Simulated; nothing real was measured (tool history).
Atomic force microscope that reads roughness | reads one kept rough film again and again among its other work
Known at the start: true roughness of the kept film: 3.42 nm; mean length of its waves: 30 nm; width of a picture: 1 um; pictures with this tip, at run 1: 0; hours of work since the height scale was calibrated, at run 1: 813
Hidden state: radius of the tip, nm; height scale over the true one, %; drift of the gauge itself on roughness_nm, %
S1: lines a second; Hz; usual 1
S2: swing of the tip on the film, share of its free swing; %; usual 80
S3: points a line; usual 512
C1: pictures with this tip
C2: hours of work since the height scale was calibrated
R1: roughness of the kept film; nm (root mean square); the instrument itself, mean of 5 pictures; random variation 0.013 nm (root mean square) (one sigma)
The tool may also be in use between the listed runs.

run	day	S1	S2	S3	C1	C2	R1
1	0	1	80	512	0	813	3.056
2	2.2	1	80	512	82	848	2.714
3	3.512	1	80	512	130	868	2.577
# day 4.075: new tip fitted
4	5.925	1	80	512	69	907	2.78
# day 8.229: new tip fitted
5	8.338	1	80	512	4	945	3.061
6	10.633	1	80	512	89	981	2.702
# day 12.362: new tip fitted
7	13.208	1	80	512	31	1022	2.96
8	14.412	1	80	512	76	1041	2.797
# day 16.4: new tip fitted
9	17.088	1	90	512	25	1083	2.931
10	18.638	1	90	512	83	1108	2.692
11	20.033	1	90	512	135	1130	2.536
# day 20.508: new tip fitted
12	22.129	1	80	512	61	1163	2.801
13	23.854	1	80	362	125	1190	2.58
# day 24.65: new tip fitted
14	26.258	1	80	512	60	1228	2.839
15	27.725	1	73	512	114	1251	2.637
# day 28.708: new tip fitted
16	30.008	1	73	512	48	1287	2.94
17	31.833	1	80	512	116	1316	2.649
# day 32.742: new tip fitted
18	33.638	1	80	512	33	1345	2.937
19	35.008	1	80	512	84	1366	2.72
# day 36.854: new tip fitted
20	37.712	1	79	512	32	1409	2.95
21	40.329	1	56	512	129	1451	2.632
# day 41.054: new tip fitted
22	42.008	1	56	512	35	1477	3.003
23	44.612	1	56	320	132	1518	2.612
# day 45.192: new tip fitted
24	46.679	1	68	512	55	1551	2.89
25	48.921	1	68	632	138	1587	2.619
# day 49.454: new tip fitted
26	50.583	1	68	632	42	1613	2.928
27	53.025	1.83	66	765	132	1652	2.565
# day 53.571: new tip fitted
28	55.208	1.27	81	678	60	1686	2.841
29	56.525	1	80	636	109	1707	2.65
# day 57.646: new tip fitted
30	58.225	1	63	442	21	1733	3.049
31	60.067	3.06	83	951	90	1763	2.534
# day 61.771: new tip fitted
32	62.242	3.06	77	951	18	1797	2.881
33	65.067	1	72	512	122	1842	2.667
# day 65.942: new tip fitted
34	66.467	1	72	512	19	1864	3.062
35	69.229	0.67	67	275	122	1908	2.681
# day 70.112: new tip fitted
36	70.571	3.19	56	461	17	1929	3.055
37	73.288	1.61	60	641	117	1972	2.673
# day 74.396: new tip fitted
38	76.158	1	74	469	65	2017	2.871
# day 77.317: height scale calibrated on a step standard
39	78.121	1.73	80	563	136	13	2.491
# day 78.654: new tip fitted
40	81.021	0.98	69	563	88	59	2.755
# day 82.721: new tip fitted
41	83.817	0.98	69	563	41	103	2.939
42	85.908	1	61	319	118	136	2.615
# day 86.921: new tip fitted
43	87.692	3.76	80	512	29	164	2.697
44	90.288	3.76	59	445	125	205	2.541
# day 91.033: new tip fitted
45	91.654	1.7	62	309	23	227	2.975
46	94.621	1.7	62	309	133	274	2.579
# day 95.196: new tip fitted
47	97.133	3.47	66	381	72	313	2.729
48	98.508	3.47	66	373	123	335	2.57
# day 99.283: new tip fitted
49	100.596	1.36	58	418	49	368	2.935

5 ways to go on from here, each from the tool as it stands after run 49. What would each give?
# day 103.417: new tip fitted
A	103.438	3.51	58	736	1	413	?
# day 103.417: new tip fitted
B	103.438	3.78	80	972	1	413	?
# day 103.417: new tip fitted
C	103.438	0.71	59	470	1	413	?
# day 103.417: new tip fitted
D	103.438	1	80	346	1	413	?
# day 103.417: new tip fitted
E	103.438	1.85	80	512	1	413	?

run	R1
A	3.051
B	2.849
C	3.135
D	3.056
E	2.99
Without the tool's hidden state the same runs would have given:
run	R1
A	3.054
B	2.852
C	3.137
D	3.058
E	2.992
